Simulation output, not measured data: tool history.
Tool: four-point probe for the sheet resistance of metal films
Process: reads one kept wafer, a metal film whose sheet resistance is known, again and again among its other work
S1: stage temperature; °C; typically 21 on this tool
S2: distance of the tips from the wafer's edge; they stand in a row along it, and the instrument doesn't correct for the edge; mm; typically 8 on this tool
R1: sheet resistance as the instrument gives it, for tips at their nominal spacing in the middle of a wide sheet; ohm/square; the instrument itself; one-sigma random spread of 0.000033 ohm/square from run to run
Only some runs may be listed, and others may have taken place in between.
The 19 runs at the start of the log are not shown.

Run 20, day 44.625: usual settings but S1 25 °C. Result: R1 0.164249 ohm/square.
Run 21, day 47.129: usual settings but S1 25 °C. Result: R1 0.164301 ohm/square.
Run 22, day 49.292: usual settings but S1 25 °C. Result: R1 0.164323 ohm/square.
Run 23, day 51.842: usual settings but S1 23 °C, S2 32 mm. Result: R1 0.164351 ohm/square.
Run 24, day 54.062: usual settings but S1 23 °C, S2 32 mm. Result: R1 0.164251 ohm/square.
Run 25, day 55.888: usual settings but S1 30 °C, S2 4 mm. Result: R1 0.164673 ohm/square.
Run 26, day 58.221: usual settings but S1 20 °C, S2 46 mm. Result: R1 0.164795 ohm/square.
Run 27, day 60.038: usual settings but S1 32 °C, S2 30 mm. Result: R1 0.163139 ohm/square.
Run 28, day 63.112: usual settings but S1 32 °C, S2 30 mm. Result: R1 0.163215 ohm/square.
Run 29, day 66.583: usual settings but S2 11 mm. Result: R1 0.164920 ohm/square.
Run 30, day 68.962: usual settings but S1 32 °C, S2 38 mm. Result: R1 0.163255 ohm/square.
Run 31, day 72.117: usual settings but S1 32 °C, S2 38 mm. Result: R1 0.163355 ohm/square.
Run 32, day 74.658: usual settings but S1 26 °C, S2 5 mm. Result: R1 0.164965 ohm/square.
Run 33, day 76.733: usual settings but S2 13 mm. Result: R1 0.164992 ohm/square.
Run 34, day 79.283: usual settings but S2 13 mm. Result: R1 0.164988 ohm/square.
Run 35, day 81.150: usual settings but S1 30 °C. Result: R1 0.163981 ohm/square.
At day 82.125: new probe head fitted.
Run 36, day 83.267: usual settings but S1 22 °C. Result: R1 0.164751 ohm/square.
Run 37, day 85.883: usual settings but S1 22 °C. Result: R1 0.164809 ohm/square.
Run 38, day 87.662: usual settings but S1 22 °C, S2 3 mm. Result: R1 0.166906 ohm/square.
Run 39, day 89.933: usual settings but S1 22 °C, S2 3 mm. Result: R1 0.166949 ohm/square.
Run 40, day 92.958: usual settings but S1 24 °C, S2 71 mm. Result: R1 0.164205 ohm/square.
Run 41, day 95.538: usual settings but S1 24 °C, S2 71 mm. Result: R1 0.164293 ohm/square.
Run 42, day 97.279: usual settings but S1 24 °C, S2 71 mm. Result: R1 0.164271 ohm/square.
Run 43, day 100.254: usual settings but S1 28 °C, S2 13 mm. Result: R1 0.163915 ohm/square.
Run 44, day 102.971: usual settings but S1 24 °C, S2 3 mm. Result: R1 0.166803 ohm/square.

Forecast each of these 5 alternatives for the next run:
Run A, day 104.783: usual settings but S1 32 °C, S2 3 mm. Result: R1 ?.
Run B, day 104.783: usual settings but S1 32 °C, S2 31 mm. Result: R1 ?.
Run C, day 104.783: usual settings but S1 24 °C. Result: R1 ?.
Run D, day 104.783: usual settings but S1 23 °C, S2 6 mm. Result: R1 ?.
Run E, day 104.783: usual settings but S1 34 °C, S2 5 mm. Result: R1 ?.

run        R1
  A  0.165740
  B  0.163263
  C  0.164752
  D  0.165131
  E  0.163824
Without the tool's unlogged condition, the same runs would have read:
run        R1
  A  0.164817
  B  0.162352
  C  0.163829
  D  0.164204
  E  0.162912

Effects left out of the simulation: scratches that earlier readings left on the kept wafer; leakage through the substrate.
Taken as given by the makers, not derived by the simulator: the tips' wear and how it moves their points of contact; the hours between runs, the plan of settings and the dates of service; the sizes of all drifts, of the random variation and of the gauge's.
